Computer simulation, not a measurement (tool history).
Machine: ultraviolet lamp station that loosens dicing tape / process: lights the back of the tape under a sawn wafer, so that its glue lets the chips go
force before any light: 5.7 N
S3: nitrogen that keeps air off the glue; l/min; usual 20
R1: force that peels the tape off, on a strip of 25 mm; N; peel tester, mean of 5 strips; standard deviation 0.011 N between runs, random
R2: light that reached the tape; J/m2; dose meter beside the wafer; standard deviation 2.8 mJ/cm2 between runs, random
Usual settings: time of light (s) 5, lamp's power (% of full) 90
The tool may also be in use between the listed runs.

{"run": 1, "hour": 0.0, "time of light (s)": 5, "lamp's power (% of full)": 90, "S3": 20, "R1": 0.55, "R2": 3460}
{"run": 2, "hour": 14.8, "time of light (s)": 5, "lamp's power (% of full)": 90, "S3": 20, "R1": 0.572, "R2": 3520}
{"run": 3, "hour": 36.6, "time of light (s)": 5, "lamp's power (% of full)": 90, "S3": 20, "R1": 0.565, "R2": 3450}
{"run": 4, "hour": 52.7, "time of light (s)": 5, "lamp's power (% of full)": 90, "S3": 20, "R1": 0.582, "R2": 3470}
{"run": 5, "hour": 68.2, "time of light (s)": 5, "lamp's power (% of full)": 90, "S3": 20, "R1": 0.584, "R2": 3440}
{"run": 6, "hour": 80.3, "time of light (s)": 5, "lamp's power (% of full)": 90, "S3": 20, "R1": 0.58, "R2": 3430}
{"run": 7, "hour": 90.5, "time of light (s)": 5, "lamp's power (% of full)": 90, "S3": 7, "R1": 1.106, "R2": 3440}
{"run": 8, "hour": 105.7, "time of light (s)": 5, "lamp's power (% of full)": 90, "S3": 7, "R1": 1.115, "R2": 3390}
{"run": 9, "hour": 128.0, "time of light (s)": 5, "lamp's power (% of full)": 90, "S3": 20, "R1": 0.502, "R2": 3720}
{"run": 10, "hour": 138.8, "time of light (s)": 5, "lamp's power (% of full)": 90, "S3": 20, "R1": 0.538, "R2": 3700}
{"run": 11, "hour": 161.3, "time of light (s)": 4, "lamp's power (% of full)": 90, "S3": 20, "R1": 0.766, "R2": 2960}
{"run": 12, "hour": 183.8, "time of light (s)": 6, "lamp's power (% of full)": 90, "S3": 20, "R1": 0.408, "R2": 4300}
{"run": 13, "hour": 194.1, "time of light (s)": 5, "lamp's power (% of full)": 90, "S3": 20, "R1": 0.521, "R2": 3660}
{"run": 14, "hour": 208.1, "time of light (s)": 5, "lamp's power (% of full)": 90, "S3": 20, "R1": 0.523, "R2": 3640}
{"run": 15, "hour": 222.2, "time of light (s)": 5, "lamp's power (% of full)": 90, "S3": 20, "R1": 0.528, "R2": 3590}
{"run": 16, "hour": 238.5, "time of light (s)": 5, "lamp's power (% of full)": 90, "S3": 20, "R1": 0.552, "R2": 3640}
{"run": 17, "hour": 260.3, "time of light (s)": 5, "lamp's power (% of full)": 90, "S3": 18, "R1": 0.542, "R2": 3560}
{"run": 18, "hour": 279.3, "time of light (s)": 5, "lamp's power (% of full)": 90, "S3": 20, "R1": 0.543, "R2": 3540}
{"run": 19, "hour": 294.6, "time of light (s)": 5, "lamp's power (% of full)": 90, "S3": 20, "R1": 0.55, "R2": 3580}
{"run": 20, "hour": 309.9, "time of light (s)": 5, "lamp's power (% of full)": 90, "S3": 20, "R1": 0.546, "R2": 3550}
{"run": 21, "hour": 320.6, "time of light (s)": 5, "lamp's power (% of full)": 90, "S3": 8, "R1": 1.006, "R2": 3570}
{"run": 22, "hour": 337.5, "time of light (s)": 5, "lamp's power (% of full)": 90, "S3": 8, "R1": 1.008, "R2": 3530}
{"run": 23, "hour": 352.8, "time of light (s)": 5, "lamp's power (% of full)": 86, "S3": 8, "R1": 1.059, "R2": 3340}
{"run": 24, "hour": 374.3, "time of light (s)": 5, "lamp's power (% of full)": 86, "S3": 8, "R1": 1.075, "R2": 3340}
{"run": 25, "hour": 395.7, "time of light (s)": 9, "lamp's power (% of full)": 82, "S3": 7, "R1": 0.507, "R2": 5670}
{"run": 26, "hour": 417.9, "time of light (s)": 5, "lamp's power (% of full)": 74, "S3": 20, "R1": 0.782, "R2": 2840}
{"run": 27, "hour": 437.4, "time of light (s)": 5, "lamp's power (% of full)": 90, "S3": 20, "R1": 0.59, "R2": 3440}
{"run": 28, "hour": 446.8, "time of light (s)": 6, "lamp's power (% of full)": 90, "S3": 10, "R1": 0.67, "R2": 4110}
{"run": 29, "hour": 466.1, "time of light (s)": 4, "lamp's power (% of full)": 84, "S3": 18, "R1": 0.978, "R2": 2580}
{"run": 30, "hour": 486.3, "time of light (s)": 5, "lamp's power (% of full)": 72, "S3": 33, "R1": 0.637, "R2": 2770}
{"run": 31, "hour": 508.3, "time of light (s)": 5, "lamp's power (% of full)": 72, "S3": 33, "R1": 0.647, "R2": 2760}
{"run": 32, "hour": 518.2, "time of light (s)": 5, "lamp's power (% of full)": 77, "S3": 8, "R1": 1.346, "R2": 2900}
{"run": 33, "hour": 533.0, "time of light (s)": 3, "lamp's power (% of full)": 98, "S3": 27, "R1": 0.992, "R2": 2210}
{"run": 34, "hour": 542.6, "time of light (s)": 4, "lamp's power (% of full)": 97, "S3": 20, "R1": 0.782, "R2": 2900}
{"run": 35, "hour": 556.4, "time of light (s)": 10, "lamp's power (% of full)": 90, "S3": 20, "R1": 0.242, "R2": 6750}
{"run": 36, "hour": 577.7, "time of light (s)": 4, "lamp's power (% of full)": 67, "S3": 30, "R1": 1.086, "R2": 1990}
{"run": 37, "hour": 597.3, "time of light (s)": 7, "lamp's power (% of full)": 67, "S3": 16, "R1": 0.663, "R2": 3430}
{"run": 38, "hour": 612.5, "time of light (s)": 10, "lamp's power (% of full)": 90, "S3": 11, "R1": 0.311, "R2": 6660}
{"run": 39, "hour": 625.4, "time of light (s)": 5, "lamp's power (% of full)": 86, "S3": 13, "R1": 0.846, "R2": 3160}
{"run": 40, "hour": 636.8, "time of light (s)": 2, "lamp's power (% of full)": 74, "S3": 34, "R1": 2.066, "R2": 1120}
{"run": 41, "hour": 646.5, "time of light (s)": 2, "lamp's power (% of full)": 74, "S3": 34, "R1": 2.165, "R2": 1080}
{"run": 42, "hour": 659.5, "time of light (s)": 2, "lamp's power (% of full)": 74, "S3": 34, "R1": 2.197, "R2": 1110}

Taken out of this log: 1 entry between the listed runs. Where each belongs, and how the hidden state differs across it:
Run 8 -> run 9: window cleaned of glue's vapour (hour 109.0)
  lamp's light, % of a new lamp's: 96.7 -> 96.5; light that the window lets through, % of a clean one's: 92.3 -> 99.7
  what was measured, less what the result would be without the hidden state, R1: +0.173 -> +0.032 N; R2: -410 -> -150 J/m2
